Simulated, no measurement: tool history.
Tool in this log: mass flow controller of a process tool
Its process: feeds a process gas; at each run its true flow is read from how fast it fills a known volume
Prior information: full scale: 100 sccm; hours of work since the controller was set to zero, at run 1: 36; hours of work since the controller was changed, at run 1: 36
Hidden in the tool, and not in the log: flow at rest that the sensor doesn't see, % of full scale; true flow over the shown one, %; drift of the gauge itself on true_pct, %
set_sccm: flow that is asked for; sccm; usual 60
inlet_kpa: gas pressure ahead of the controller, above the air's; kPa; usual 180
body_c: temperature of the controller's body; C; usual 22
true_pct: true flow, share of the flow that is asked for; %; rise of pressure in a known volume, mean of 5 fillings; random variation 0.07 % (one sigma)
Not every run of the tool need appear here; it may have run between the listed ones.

run,hour,set_sccm,inlet_kpa,body_c,hours of work since the controller was set to zero,hours of work since the controller was changed,true_pct
1,0.0,60,180,22,36,36,99.35
2,107.3,60,180,22,81,81,99.31
3,198.8,60,225,22,119,119,99.81
4,314.9,60,225,22,168,168,99.68
5,383.3,60,225,22,196,196,99.76
6,480.2,60,225,22,237,237,99.59
7,573.9,60,225,22,276,276,99.75
8,648.5,60,225,22,307,307,99.76
9,739.8,60,225,22,345,345,99.67
10,856.1,60,180,23,393,393,99.28
11,935.3,29,180,22,426,426,98.65
12,1003.2,29,180,22,455,455,98.71
13,1100.5,29,230,22,495,495,99.11
14,1214.9,33,230,22,543,543,98.99
15,1300.8,33,230,22,579,579,99.04
16,1422.1,33,230,22,629,629,98.99
17,1539.1,33,230,22,678,678,99.16
18,1589.9,14,180,22,699,699,98.77
19,1698.2,14,180,22,744,744,98.63
20,1761.0,14,180,22,770,770,98.90
21,1862.9,24,240,22,813,813,99.04
22,1972.3,24,240,22,858,858,98.93
23,2039.2,60,199,37,886,886,97.68
24,2099.4,16,172,22,911,911,98.79

What does the tool deliver on the next run?
25,2205.1,16,172,22,955,955,?

true_pct: 98.82 %
Had the tool carried no hidden state, the very same run would have given true_pct 97.98 %.
